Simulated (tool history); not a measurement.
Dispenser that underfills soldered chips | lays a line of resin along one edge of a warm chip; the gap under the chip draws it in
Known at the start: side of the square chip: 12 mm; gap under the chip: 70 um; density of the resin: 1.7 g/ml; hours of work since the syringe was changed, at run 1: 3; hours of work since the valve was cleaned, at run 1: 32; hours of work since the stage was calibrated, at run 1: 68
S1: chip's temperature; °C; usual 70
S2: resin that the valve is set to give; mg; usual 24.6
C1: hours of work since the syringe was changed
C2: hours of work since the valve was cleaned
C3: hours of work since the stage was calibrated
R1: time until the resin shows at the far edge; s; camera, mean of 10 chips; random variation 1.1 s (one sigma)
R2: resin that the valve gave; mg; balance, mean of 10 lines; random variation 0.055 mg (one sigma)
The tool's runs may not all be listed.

run 1 day=0.000 | S1=70 S2=24.6 | C1=3 C2=32 C3=68 | R1=118.5 R2=24.27
run 2 day=0.129 | S1=70 S2=24.6 | C1=5 C2=34 C3=69 | R1=133.3 R2=24.33
-- day=0.204 new syringe of resin
run 3 day=0.392 | S1=70 S2=24.6 | C1=3 C2=38 C3=73 | R1=117.1 R2=24.32
run 4 day=0.588 | S1=70 S2=26.8 | C1=6 C2=40 C3=76 | R1=136.9 R2=26.23
-- day=0.625 new syringe of resin
run 5 day=0.758 | S1=70 S2=26.8 | C1=2 C2=43 C3=79 | R1=111.9 R2=26.40
run 6 day=0.954 | S1=70 S2=26.8 | C1=5 C2=46 C3=81 | R1=131.3 R2=26.24
-- day=1.025 new syringe of resin
run 7 day=1.146 | S1=70 S2=24.2 | C1=2 C2=49 C3=84 | R1=111.8 R2=23.63
run 8 day=1.262 | S1=70 S2=24.2 | C1=4 C2=50 C3=86 | R1=127.0 R2=23.68
-- day=1.421 new syringe of resin
run 9 day=1.488 | S1=70 S2=24.6 | C1=1 C2=53 C3=89 | R1=106.3 R2=24.13
run 10 day=1.638 | S1=70 S2=24.6 | C1=3 C2=56 C3=91 | R1=119.9 R2=24.05
-- day=1.825 new syringe of resin
run 11 day=1.842 | S1=70 S2=24.6 | C1=0 C2=59 C3=94 | R1=100.2 R2=23.94
run 12 day=1.962 | S1=70 S2=21.1 | C1=2 C2=60 C3=96 | R1=116.8 R2=20.55
run 13 day=2.088 | S1=70 S2=21.1 | C1=4 C2=62 C3=98 | R1=130.3 R2=20.58
-- day=2.242 new syringe of resin
run 14 day=2.262 | S1=70 S2=24.6 | C1=0 C2=65 C3=100 | R1=100.6 R2=23.90
-- day=2.479 dispensing valve cleaned and set on the balance
run 15 day=2.500 | S1=70 S2=24.6 | C1=3 C2=0 C3=103 | R1=120.7 R2=24.46
run 16 day=2.633 | S1=70 S2=24.6 | C1=5 C2=2 C3=105 | R1=132.2 R2=24.57
-- day=2.683 new syringe of resin
run 17 day=2.862 | S1=70 S2=24.6 | C1=3 C2=6 C3=109 | R1=116.9 R2=24.59
-- day=3.083 new syringe of resin
run 18 day=3.083 | S1=70 S2=24.6 | C1=0 C2=9 C3=112 | R1=100.3 R2=24.50
run 19 day=3.288 | S1=70 S2=24.6 | C1=3 C2=12 C3=115 | R1=118.8 R2=24.51
run 20 day=3.454 | S1=70 S2=24.6 | C1=6 C2=14 C3=117 | R1=136.9 R2=24.42
-- day=3.492 new syringe of resin
run 21 day=3.629 | S1=70 S2=30.1 | C1=2 C2=17 C3=120 | R1=107.3 R2=29.93
run 22 day=3.746 | S1=62 S2=29.1 | C1=4 C2=19 C3=122 | R1=178.3 R2=28.83
run 23 day=3.862 | S1=60 S2=28.6 | C1=6 C2=20 C3=123 | R1=213.6 R2=28.38
-- day=3.904 new syringe of resin
run 24 day=4.071 | S1=60 S2=24.8 | C1=3 C2=23 C3=126 | R1=185.3 R2=24.58
run 25 day=4.200 | S1=57 S2=27.3 | C1=4 C2=25 C3=128 | R1=236.5 R2=26.99
-- day=4.308 new syringe of resin
run 26 day=4.450 | S1=58 S2=30.9 | C1=2 C2=29 C3=132 | R1=196.0 R2=30.51
run 27 day=4.592 | S1=58 S2=30.9 | C1=4 C2=31 C3=134 | R1=223.0 R2=30.55
-- day=4.725 new syringe of resin
run 28 day=4.792 | S1=58 S2=30.9 | C1=1 C2=34 C3=137 | R1=182.4 R2=30.47
run 29 day=4.988 | S1=64 S2=27.6 | C1=4 C2=37 C3=140 | R1=161.0 R2=27.10
-- day=5.142 new syringe of resin
run 30 day=5.175 | S1=64 S2=27.6 | C1=0 C2=39 C3=142 | R1=135.3 R2=27.08
run 31 day=5.346 | S1=74 S2=27.6 | C1=3 C2=42 C3=145 | R1=97.4 R2=27.22
-- day=5.542 new syringe of resin
run 32 day=5.579 | S1=65 S2=28.1 | C1=1 C2=45 C3=148 | R1=127.5 R2=27.63
run 33 day=5.833 | S1=76 S2=29.7 | C1=4 C2=49 C3=152 | R1=94.1 R2=29.14
-- day=5.938 new syringe of resin
run 34 day=6.083 | S1=68 S2=31.0 | C1=2 C2=53 C3=156 | R1=120.8 R2=30.28
run 35 day=6.283 | S1=61 S2=29.5 | C1=5 C2=56 C3=159 | R1=204.8 R2=28.88
-- day=6.342 new syringe of resin
run 36 day=6.554 | S1=56 S2=30.3 | C1=3 C2=59 C3=162 | R1=223.8 R2=29.59
run 37 day=6.667 | S1=80 S2=24.2 | C1=5 C2=61 C3=164 | R1=82.3 R2=23.66

Forecast each of these 3 alternatives for the next run:
-- day=6.742 new syringe of resin
run A day=6.879 | S1=70 S2=29.0 | C1=2 C2=64 C3=167 | R1=? R2=?
-- day=6.742 new syringe of resin
run B day=6.879 | S1=59 S2=25.7 | C1=2 C2=64 C3=167 | R1=? R2=?
-- day=6.742 new syringe of resin
run C day=6.879 | S1=79 S2=26.0 | C1=2 C2=64 C3=167 | R1=? R2=?

run=A R1=108.0 R2=28.25
run=B R1=188.4 R2=25.12
run=C R1=72.6 R2=25.32
Without the tool's hidden state the same runs would have given:
run=A R1=100.8 R2=28.98
run=B R1=176.0 R2=25.77
run=C R1=67.5 R2=25.97
